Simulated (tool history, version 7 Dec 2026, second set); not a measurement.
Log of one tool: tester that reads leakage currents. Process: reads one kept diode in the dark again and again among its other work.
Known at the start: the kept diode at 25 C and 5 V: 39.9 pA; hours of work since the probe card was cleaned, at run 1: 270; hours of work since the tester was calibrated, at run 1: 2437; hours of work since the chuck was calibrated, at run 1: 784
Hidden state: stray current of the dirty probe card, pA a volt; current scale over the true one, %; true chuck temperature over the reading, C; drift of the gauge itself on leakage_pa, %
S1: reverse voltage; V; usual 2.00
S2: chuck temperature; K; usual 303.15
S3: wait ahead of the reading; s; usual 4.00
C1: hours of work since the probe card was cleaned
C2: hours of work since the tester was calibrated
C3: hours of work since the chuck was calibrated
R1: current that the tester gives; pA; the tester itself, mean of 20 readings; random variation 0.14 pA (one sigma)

| run | hour | S1 | S2 | S3 | C1 | C2 | C3 | R1 |
|---|---|---|---|---|---|---|---|---|
| 1 | 0.0 | 2.00 | 303.15 | 4.00 | 270 | 2437 | 784 | 44.07 |
|  | 71.9 | chuck's temperature calibrated |
| 2 | 112.4 | 2.00 | 303.15 | 1.45 | 321 | 2487 | 18 | 44.59 |
| 3 | 269.7 | 2.00 | 303.15 | 1.45 | 392 | 2559 | 90 | 44.36 |
| 4 | 424.7 | 2.00 | 303.15 | 1.45 | 463 | 2629 | 160 | 44.33 |
| 5 | 574.8 | 2.00 | 303.15 | 1.45 | 531 | 2698 | 229 | 44.61 |
| 6 | 694.2 | 2.00 | 303.15 | 4.00 | 585 | 2752 | 283 | 44.32 |
| 7 | 821.1 | 2.00 | 303.15 | 4.00 | 643 | 2810 | 341 | 44.34 |
| 8 | 986.0 | 2.00 | 303.15 | 4.00 | 718 | 2885 | 416 | 44.35 |
| 9 | 1139.3 | 2.00 | 303.15 | 6.36 | 787 | 2954 | 485 | 44.34 |
| 10 | 1244.8 | 2.00 | 303.15 | 6.36 | 835 | 3002 | 533 | 44.37 |
| 11 | 1373.0 | 2.00 | 303.15 | 6.36 | 894 | 3061 | 591 | 43.99 |
| 12 | 1495.4 | 2.00 | 303.15 | 6.36 | 949 | 3116 | 647 | 43.96 |
| 13 | 1610.4 | 2.00 | 303.15 | 6.36 | 1002 | 3168 | 699 | 44.01 |
| 14 | 1697.4 | 2.00 | 303.15 | 6.36 | 1041 | 3208 | 739 | 43.87 |
| 15 | 1784.7 | 2.00 | 303.15 | 6.36 | 1081 | 3248 | 779 | 44.33 |
|  | 1870.2 | chuck's temperature calibrated |
| 16 | 1892.0 | 2.00 | 303.15 | 4.00 | 1129 | 3296 | 10 | 44.22 |
| 17 | 2051.3 | 2.00 | 303.15 | 4.00 | 1201 | 3368 | 82 | 44.10 |
| 18 | 2220.3 | 2.00 | 303.15 | 4.00 | 1278 | 3445 | 159 | 44.43 |
| 19 | 2387.2 | 2.00 | 303.15 | 4.00 | 1354 | 3521 | 235 | 44.17 |
| 20 | 2526.3 | 2.00 | 303.15 | 4.00 | 1417 | 3584 | 298 | 44.15 |
| 21 | 2674.9 | 2.00 | 303.15 | 4.00 | 1485 | 3651 | 366 | 44.09 |
| 22 | 2766.7 | 2.22 | 312.15 | 1.85 | 1526 | 3693 | 408 | 101.24 |
| 23 | 2931.8 | 2.22 | 316.15 | 1.85 | 1601 | 3768 | 483 | 141.77 |
| 24 | 3036.9 | 2.22 | 316.15 | 1.85 | 1649 | 3816 | 530 | 141.09 |
| 25 | 3178.6 | 5.28 | 303.15 | 1.06 | 1714 | 3880 | 595 | 65.54 |
| 26 | 3268.3 | 5.28 | 303.15 | 1.06 | 1754 | 3921 | 636 | 65.19 |
|  | 3305.9 | probe card cleaned and baked |
| 27 | 3436.4 | 4.44 | 303.15 | 0.32 | 59 | 3996 | 711 | 63.09 |
| 28 | 3561.2 | 1.07 | 300.15 | 0.32 | 116 | 4053 | 767 | 26.90 |
| 29 | 3661.4 | 1.59 | 303.15 | 4.00 | 162 | 4099 | 813 | 40.25 |
|  | 3675.8 | chuck's temperature calibrated |
| 30 | 3756.6 | 4.49 | 294.15 | 0.36 | 204 | 4141 | 37 | 28.46 |
| 31 | 3887.0 | 10.49 | 296.15 | 0.42 | 263 | 4200 | 96 | 48.91 |
| 32 | 4015.1 | 10.49 | 296.15 | 0.42 | 321 | 4258 | 154 | 49.08 |
| 33 | 4118.4 | 10.49 | 296.15 | 0.42 | 368 | 4305 | 201 | 48.85 |
| 34 | 4294.7 | 10.49 | 296.15 | 0.42 | 449 | 4386 | 281 | 49.21 |
| 35 | 4464.7 | 2.08 | 314.15 | 0.45 | 526 | 4463 | 359 | 117.71 |
| 36 | 4545.8 | 3.26 | 296.15 | 1.75 | 563 | 4500 | 395 | 28.30 |
| 37 | 4636.3 | 1.61 | 310.15 | 4.00 | 604 | 4541 | 437 | 75.68 |
| 38 | 4782.6 | 7.15 | 318.15 | 4.00 | 670 | 4607 | 503 | 264.37 |
| 39 | 4892.6 | 4.88 | 318.15 | 4.00 | 720 | 4657 | 553 | 227.13 |

Some steps in R1 between neighbouring runs. How much of each would the tool show without its hidden state too (settings, what came in, random variation), and how much is left for the hidden state, with any gauge scatter that isn't in both results?
Run 24 -> 25: S1 2.22 -> 5.28, S2 316.15 -> 303.15, S3 1.85 -> 1.06. R1 -75.55 pA: hidden state +0.13, all else -75.68.
Run 34 -> 35: S1 10.49 -> 2.08, S2 296.15 -> 314.15, S3 0.42 -> 0.45. R1 +68.50 pA: hidden state -0.11, all else +68.61.
Run 35 -> 36: S1 2.08 -> 3.26, S2 314.15 -> 296.15, S3 0.45 -> 1.75. R1 -89.41 pA: hidden state +0.11, all else -89.52.
Run 37 -> 38: S1 1.61 -> 7.15, S2 310.15 -> 318.15. R1 +188.69 pA: hidden state -0.25, all else +188.94.
